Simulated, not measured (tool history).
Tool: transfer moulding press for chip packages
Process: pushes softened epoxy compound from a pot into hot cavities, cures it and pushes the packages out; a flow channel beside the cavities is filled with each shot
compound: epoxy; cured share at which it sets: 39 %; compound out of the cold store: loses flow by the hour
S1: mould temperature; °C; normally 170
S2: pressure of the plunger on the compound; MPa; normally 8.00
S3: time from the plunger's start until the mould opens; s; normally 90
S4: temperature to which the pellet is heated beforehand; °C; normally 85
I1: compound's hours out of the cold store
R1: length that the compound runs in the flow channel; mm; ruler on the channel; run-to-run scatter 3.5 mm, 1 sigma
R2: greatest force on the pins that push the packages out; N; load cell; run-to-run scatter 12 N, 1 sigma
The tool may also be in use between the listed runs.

run    hour   S1    S2   S3  S4    I1   R1    R2
  1     0.0  170  8.00   90  85  19.1  625   614
  2    30.2  170  8.00   90  85  28.4  606   568
  3    60.9  170  8.00   90  85  31.2  604   558
  4   128.5  170  8.00   90  85  33.2  592   594
  5   158.4  170  8.00   90  85  19.1  627   579
  6   199.3  170  8.00   90  85  32.7  601   578
  7   252.1  170  8.00   90  85  17.3  623   593
  8   307.9  170  8.00   90  85  44.3  580   565
  9   342.5  170  8.00   70  85  37.2  594  1042
 10   399.6  170  8.00   70  85  26.2  614  1084
 11   447.3  170  8.00   90  85  12.4  627   600
 12   491.3  170  8.00   90  85  18.8  622   598
 13   542.4  170  8.00   90  83  14.4  629   604
 14   575.3  170  7.90   90  85  17.4  622   583
 15   604.2  170  6.72  103  85  10.2  580   507
 16   672.6  170  6.72  103  85  42.0  538   450
 17   703.4  170  8.00   90  79  38.5  596   596
 18   742.3  170  8.00   90  79  13.6  631   604
 19   796.9  175  8.00   90  81  28.4  597   477
 20   853.4  175  8.00   90  81  14.4  617   499
 21   905.6  177  8.00  122  81  29.2  595   442
 22   939.9  170  8.07   90  85   8.7  639   573
 23   970.3  170  8.07   90  85  34.9  602   584
 24  1040.8  170  8.07   90  85  22.0  614   591
 25  1099.4  170  9.65   76  85   9.1  704   901
 26  1163.1  176  6.35   76  78  16.0  546   610

The log once held 29 entries between its listed runs, left out of this copy. Where does each go, and what is different about the tool's unlogged condition between the listed run before it and the listed run after it?
Run 2 -> run 3: cavities cleaned with cleaning compound and waxed (hour 47.2)
  pressure that reaches the compound, % of what is set: 99.92 -> 99.9; grip of the stained cavities, % over clean ones': 0.6 -> 0.3
Run 3 -> run 4: plunger's sealing rings changed (hour 89.7); cavities cleaned with cleaning compound and waxed (hour 101.2)
  pressure that reaches the compound, % of what is set: 99.9 -> 99.98; grip of the stained cavities, % over clean ones': 0.3 -> 0.6
Run 4 -> run 5: cavities cleaned with cleaning compound and waxed (hour 153.6)
  pressure that reaches the compound, % of what is set: 99.98 -> 99.97; grip of the stained cavities, % over clean ones': 0.6 -> 0.2
Run 6 -> run 7: cavities cleaned with cleaning compound and waxed (hour 203.6); cavities cleaned with cleaning compound and waxed (hour 252.1)
  pressure that reaches the compound, % of what is set: 99.95 -> 99.92; grip of the stained cavities, % over clean ones': 0.8 -> 0
Run 7 -> run 8: cavities cleaned with cleaning compound and waxed (hour 304.7)
  pressure that reaches the compound, % of what is set: 99.92 -> 99.89; grip of the stained cavities, % over clean ones': 0 -> 0.1
Run 8 -> run 9: plunger's sealing rings changed (hour 314.5)
  pressure that reaches the compound, % of what is set: 99.89 -> 99.98; grip of the stained cavities, % over clean ones': 0.1 -> 0.6
Run 9 -> run 10: cavities cleaned with cleaning compound and waxed (hour 355.6); mould's thermocouples calibrated (hour 394.8)
  pressure that reaches the compound, % of what is set: 99.98 -> 99.95; grip of the stained cavities, % over clean ones': 0.6 -> 0.8
Run 10 -> run 11: cavities cleaned with cleaning compound and waxed (hour 406.1)
  pressure that reaches the compound, % of what is set: 99.95 -> 99.93; grip of the stained cavities, % over clean ones': 0.8 -> 0.7
Run 11 -> run 12: cavities cleaned with cleaning compound and waxed (hour 457.4)
  pressure that reaches the compound, % of what is set: 99.93 -> 99.91; grip of the stained cavities, % over clean ones': 0.7 -> 0.6
Run 12 -> run 13: cavities cleaned with cleaning compound and waxed (hour 507.2); plunger's sealing rings changed (hour 540.0)
  pressure that reaches the compound, % of what is set: 99.91 -> 99.99
Run 13 -> run 14: cavities cleaned with cleaning compound and waxed (hour 562.3)
  pressure that reaches the compound, % of what is set: 99.99 -> 99.98; grip of the stained cavities, % over clean ones': 0.6 -> 0.3
Run 15 -> run 16: cavities cleaned with cleaning compound and waxed (hour 610.8); cavities cleaned with cleaning compound and waxed (hour 663.1)
  pressure that reaches the compound, % of what is set: 99.96 -> 99.93; grip of the stained cavities, % over clean ones': 0.8 -> 0.3
Run 17 -> run 18: cavities cleaned with cleaning compound and waxed (hour 714.6)
  pressure that reaches the compound, % of what is set: 99.92 -> 99.9; grip of the stained cavities, % over clean ones': 0.7 -> 0.6
Run 18 -> run 19: plunger's sealing rings changed (hour 762.1); cavities cleaned with cleaning compound and waxed (hour 769.7)
  pressure that reaches the compound, % of what is set: 99.9 -> 99.98
Run 19 -> run 20: cavities cleaned with cleaning compound and waxed (hour 819.0)
  pressure that reaches the compound, % of what is set: 99.98 -> 99.95; grip of the stained cavities, % over clean ones': 0.6 -> 0.7
Run 20 -> run 21: cavities cleaned with cleaning compound and waxed (hour 870.9)
  true mould temperature over the reading, C: 0 -> -0.01; pressure that reaches the compound, % of what is set: 99.95 -> 99.92
Run 21 -> run 22: mould's thermocouples calibrated (hour 912.6); cavities cleaned with cleaning compound and waxed (hour 925.6)
  true mould temperature over the reading, C: -0.01 -> 0; pressure that reaches the compound, % of what is set: 99.92 -> 99.91; grip of the stained cavities, % over clean ones': 0.7 -> 0.4
Run 23 -> run 24: cavities cleaned with cleaning compound and waxed (hour 976.1); plunger's sealing rings changed (hour 988.2); cavities cleaned with cleaning compound and waxed (hour 1027.1)
  pressure that reaches the compound, % of what is set: 99.9 -> 99.98; grip of the stained cavities, % over clean ones': 0.8 -> 0.4
Run 24 -> run 25: cavities cleaned with cleaning compound and waxed (hour 1077.9)
  pressure that reaches the compound, % of what is set: 99.98 -> 99.95; grip of the stained cavities, % over clean ones': 0.4 -> 0.5
Run 25 -> run 26: cavities cleaned with cleaning compound and waxed (hour 1128.4)
  pressure that reaches the compound, % of what is set: 99.95 -> 99.91; grip of the stained cavities, % over clean ones': 0.5 -> 0.7
